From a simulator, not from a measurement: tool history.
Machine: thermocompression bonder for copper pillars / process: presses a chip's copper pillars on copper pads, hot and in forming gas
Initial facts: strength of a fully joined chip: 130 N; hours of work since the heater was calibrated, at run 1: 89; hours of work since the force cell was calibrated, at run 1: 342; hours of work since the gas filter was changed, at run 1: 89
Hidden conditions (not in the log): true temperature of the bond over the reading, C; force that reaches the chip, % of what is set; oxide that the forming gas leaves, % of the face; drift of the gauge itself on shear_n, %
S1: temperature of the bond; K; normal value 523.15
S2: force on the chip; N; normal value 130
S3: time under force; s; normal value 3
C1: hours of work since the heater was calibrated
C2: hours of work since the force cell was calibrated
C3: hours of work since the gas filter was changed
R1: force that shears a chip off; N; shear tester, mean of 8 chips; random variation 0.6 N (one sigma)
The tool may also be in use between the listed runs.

run    day      S1   S2  S3   C1   C2   C3    R1
  1      0  523.15  130   3   89  342   89  63.4
  2   0.55  523.15  130   3   98  352   98  63.6
  3  0.796  523.15  130   3  103  356  103  63.4
  4  1.296  523.15  130   3  112  365  112  63.1
  5  1.867  523.15  130   3  122  375  122  62.6
  6  2.271  523.15  130   3  129  383  129  63.1
  7  2.825  523.15  130   3  139  392  139  62.5
     2.946  -- heater calibrated with a thermocouple chip
  8   3.35  523.15  130   3    7  400  147  62.6
  9  3.725  523.15  130   3   14  407  153  62.8
 10  4.221  523.15  177   3   23  416  162  70.5
     4.721  -- heater calibrated with a thermocouple chip, once more
 11  4.775  523.15  177   3    1  424  171  69.7
 12  5.183  523.15  170   3    8  432  178  69.7
 13  5.508  523.15  130   3   14  437  184  63.9
 14  5.762  494.15  130   2   19  442  188  39.8
 15  6.146  494.15  130   2   25  449  195  39.6
 16  6.562  502.15  133   2   33  456  202    44
 17  6.862  502.15  133   2   38  461  208  44.2
     7.092  -- forming gas filter changed
 18  7.262  495.15  139   2   45  468    3  43.2
 19  7.508  495.15  139   2   49  473    7  43.1
 20  7.879  551.15   88   8   56  479   14  93.6
 21  8.167  541.15  131   3   61  484   19  76.9
 22  8.612  541.15  131   3   69  492   27  76.1
 23  9.112  523.15  146   2   78  501   36  58.7

Expected results for the next run?
 24  9.479  523.15  146   2  84  508  43   ?

R1: 58.2 N
Were there no unlogged condition in the tool, this run, its random variation unchanged, would have produced R1 58.6 N.
